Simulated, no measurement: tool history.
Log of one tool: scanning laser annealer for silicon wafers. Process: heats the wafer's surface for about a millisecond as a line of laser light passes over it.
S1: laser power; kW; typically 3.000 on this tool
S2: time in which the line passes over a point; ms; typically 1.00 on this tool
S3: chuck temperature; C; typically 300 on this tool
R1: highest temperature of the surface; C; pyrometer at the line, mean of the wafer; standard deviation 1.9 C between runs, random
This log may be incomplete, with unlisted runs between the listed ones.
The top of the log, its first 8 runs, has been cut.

run 9 hour=293.2 | S1=3.000 S2=1.17 S3=300 | R1=1136
run 10 hour=330.0 | S1=3.214 S2=1.17 S3=300 | R1=1212
run 11 hour=371.6 | S1=3.214 S2=1.17 S3=300 | R1=1210
run 12 hour=413.5 | S1=3.000 S2=1.00 S3=338 | R1=1093
run 13 hour=447.4 | S1=3.000 S2=1.00 S3=338 | R1=1092
run 14 hour=482.3 | S1=3.000 S2=1.00 S3=300 | R1=1054
run 15 hour=523.4 | S1=3.000 S2=1.00 S3=300 | R1=1048
run 16 hour=568.9 | S1=3.000 S2=0.84 S3=300 | R1=976
-- hour=598.6 window over the wafer cleaned
run 17 hour=600.0 | S1=3.000 S2=0.84 S3=300 | R1=1019
run 18 hour=651.5 | S1=3.000 S2=0.84 S3=300 | R1=1018
run 19 hour=689.7 | S1=3.000 S2=0.84 S3=300 | R1=1020
run 20 hour=726.5 | S1=3.212 S2=0.82 S3=300 | R1=1073
run 21 hour=748.8 | S1=3.000 S2=1.00 S3=340 | R1=1137
run 22 hour=790.5 | S1=3.000 S2=1.00 S3=321 | R1=1113
run 23 hour=825.7 | S1=2.561 S2=1.05 S3=266 | R1=927
run 24 hour=874.0 | S1=2.599 S2=0.83 S3=266 | R1=848
run 25 hour=918.1 | S1=2.989 S2=0.72 S3=328 | R1=972
run 26 hour=957.2 | S1=3.127 S2=1.15 S3=313 | R1=1211
run 27 hour=1001.4 | S1=2.660 S2=0.95 S3=336 | R1=985
run 28 hour=1034.3 | S1=3.068 S2=0.97 S3=271 | R1=1060
run 29 hour=1071.6 | S1=2.561 S2=0.97 S3=303 | R1=923
run 30 hour=1124.1 | S1=2.882 S2=1.20 S3=310 | R1=1132
run 31 hour=1146.6 | S1=2.805 S2=0.93 S3=273 | R1=951
run 32 hour=1200.0 | S1=2.556 S2=1.19 S3=304 | R1=996
run 33 hour=1230.3 | S1=2.695 S2=1.00 S3=300 | R1=970

4 options for the next run, each taken on its own from the tool as it stands now. Forecast them:
run A hour=1281.2 | S1=3.000 S2=0.71 S3=300 | R1=?
run B hour=1281.2 | S1=2.695 S2=1.23 S3=307 | R1=?
run C hour=1281.2 | S1=2.634 S2=1.05 S3=266 | R1=?
run D hour=1281.2 | S1=3.000 S2=0.73 S3=300 | R1=?

run=A R1=925
run=B R1=1063
run=C R1=934
run=D R1=937
Without the tool's unlogged condition, the same runs would have read:
run=A R1=957
run=B R1=1102
run=C R1=968
run=D R1=969
